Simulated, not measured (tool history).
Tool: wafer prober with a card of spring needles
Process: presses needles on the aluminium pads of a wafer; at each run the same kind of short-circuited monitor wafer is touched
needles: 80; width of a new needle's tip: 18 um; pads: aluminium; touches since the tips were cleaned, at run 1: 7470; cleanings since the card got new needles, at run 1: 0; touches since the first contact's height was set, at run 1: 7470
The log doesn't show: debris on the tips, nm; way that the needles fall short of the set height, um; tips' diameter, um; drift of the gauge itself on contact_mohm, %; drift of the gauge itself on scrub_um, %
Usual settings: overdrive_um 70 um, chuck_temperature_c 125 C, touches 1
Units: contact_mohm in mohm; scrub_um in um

run,day,overdrive_um,chuck_temperature_c,touches,touches since the tips were cleaned,cleanings since the card got new needles,touches since the first contact's height was set,contact_mohm,scrub_um
1,0,70,125,1,7470,0,7470,126,19.15
# day 0.158: tips cleaned on abrasive film
# day 0.942: tips cleaned on abrasive film
# day 1.621: tips cleaned on abrasive film
2,1.621,70,125,1,0,3,30313,127,19.18
# day 2.4: tips cleaned on abrasive film
# day 3.183: tips cleaned on abrasive film
# day 3.812: tips cleaned on abrasive film
3,3.821,70,125,1,114,6,61398,127,19.04
# day 4.446: tips cleaned on abrasive film
# day 5.071: tips cleaned on abrasive film
# day 5.854: tips cleaned on abrasive film
# day 6.483: tips cleaned on abrasive film
# day 7.108: tips cleaned on abrasive film
4,7.467,70,125,1,5072,11,112933,128,19.2
# day 7.779: tips cleaned on abrasive film
# day 8.562: tips cleaned on abrasive film
# day 9.192: tips cleaned on abrasive film
# day 9.817: tips cleaned on abrasive film
5,9.908,70,125,1,1319,15,147434,125,19.07
# day 10.538: tips cleaned on abrasive film
# day 11.162: tips cleaned on abrasive film
# day 11.792: tips cleaned on abrasive film
# day 12.492: tips cleaned on abrasive film
6,12.492,70,125,1,0,19,183900,128,19.1
# day 13.117: tips cleaned on abrasive film
# day 13.746: tips cleaned on abrasive film
# day 14.371: tips cleaned on abrasive film
# day 15: tips cleaned on abrasive film
# day 15.625: tips cleaned on abrasive film
7,16.062,72,125,1,6203,24,234348,127,19.62
# day 16.375: tips cleaned on abrasive film
# day 17.004: tips cleaned on abrasive film
# day 17.017: height of the first contact set anew
# day 17.642: tips cleaned on abrasive film
8,18.229,70,125,1,8304,27,17154,123,19.09
# day 18.388: tips cleaned on abrasive film
# day 19.012: tips cleaned on abrasive film
# day 19.796: tips cleaned on abrasive film
# day 20.421: tips cleaned on abrasive film
9,20.433,70,125,1,125,31,48250,127,19.06
# day 21.058: tips cleaned on abrasive film
# day 21.683: tips cleaned on abrasive film
# day 22.312: tips cleaned on abrasive film
# day 23.096: tips cleaned on abrasive film
10,23.138,52,125,1,647,35,86502,131,14.21
# day 23.767: tips cleaned on abrasive film
# day 24.55: tips cleaned on abrasive film
# day 25.175: tips cleaned on abrasive film
11,25.242,52,125,2,955,38,116215,132,14.12
# day 25.871: tips cleaned on abrasive film
# day 26.496: tips cleaned on abrasive film
# day 27.121: tips cleaned on abrasive film
# day 27.75: tips cleaned on abrasive film
12,28.2,62,125,2,6427,42,158039,129,16.83
# day 28.517: tips cleaned on abrasive film
# day 29.142: tips cleaned on abrasive film
# day 29.771: tips cleaned on abrasive film
# day 30.396: tips cleaned on abrasive film
# day 31.025: tips cleaned on abrasive film
13,31.233,62,125,2,2965,47,200825,126,16.88
# day 31.704: tips cleaned on abrasive film
# day 32.329: tips cleaned on abrasive film
# day 33.112: tips cleaned on abrasive film
# day 33.738: tips cleaned on abrasive film
# day 34.367: tips cleaned on abrasive film
# day 34.533: height of the first contact set anew
# day 35.004: tips cleaned on abrasive film
14,35.133,59,33,2,1820,53,8456,117,16.1
# day 35.758: tips cleaned on abrasive film
# day 36.388: tips cleaned on abrasive film
# day 37.012: tips cleaned on abrasive film
# day 37.642: tips cleaned on abrasive film
15,37.821,59,33,2,2580,57,46432,115,16.08
# day 38.292: tips cleaned on abrasive film
# day 39.075: tips cleaned on abrasive film
16,39.412,60,43,2,4773,59,68903,119,16.33
# day 39.725: tips cleaned on abrasive film
# day 40.354: tips cleaned on abrasive film
# day 40.979: tips cleaned on abrasive film
# day 41.608: tips cleaned on abrasive film
# day 42.233: tips cleaned on abrasive film
17,42.262,74,38,1,430,64,109155,115,20.13
# day 42.892: tips cleaned on abrasive film
# day 43.517: tips cleaned on abrasive film
# day 44.146: tips cleaned on abrasive film
# day 44.771: tips cleaned on abrasive film
# day 45.396: tips cleaned on abrasive film
# day 46.025: tips cleaned on abrasive film
18,46.125,74,65,2,1421,70,163669,119,20.05
# day 46.75: tips cleaned on abrasive film
# day 47.379: tips cleaned on abrasive film
# day 48.004: tips cleaned on abrasive film
# day 48.629: tips cleaned on abrasive film
19,48.738,83,82,2,1492,74,200557,119,22.56
# day 49.362: tips cleaned on abrasive film
# day 49.988: tips cleaned on abrasive film
# day 50.617: tips cleaned on abrasive film
20,50.85,61,63,2,3343,77,230447,119,16.65
# day 51.321: tips cleaned on abrasive film
# day 51.95: tips cleaned on abrasive film
# day 51.962: height of the first contact set anew
21,52.521,63,95,1,7931,79,7931,124,17.14
# day 52.679: tips cleaned on abrasive film
# day 53.304: tips cleaned on abrasive film
# day 53.933: tips cleaned on abrasive film
# day 54.717: tips cleaned on abrasive film
# day 55.342: tips cleaned on abrasive film
22,55.908,51,31,1,8046,84,55798,119,13.9

Run 23 comes next. What will it give?
# day 56.067: tips cleaned on abrasive film
# day 56.696: tips cleaned on abrasive film
# day 57.475: tips cleaned on abrasive film
23,57.933,89,55,3,6472,87,84392,?,?

{"run 23": {"contact_mohm": 115, "scrub_um": 24.25}}
Without the tool's hidden state the same run would have given contact_mohm 115 mohm, scrub_um 24.26 um.

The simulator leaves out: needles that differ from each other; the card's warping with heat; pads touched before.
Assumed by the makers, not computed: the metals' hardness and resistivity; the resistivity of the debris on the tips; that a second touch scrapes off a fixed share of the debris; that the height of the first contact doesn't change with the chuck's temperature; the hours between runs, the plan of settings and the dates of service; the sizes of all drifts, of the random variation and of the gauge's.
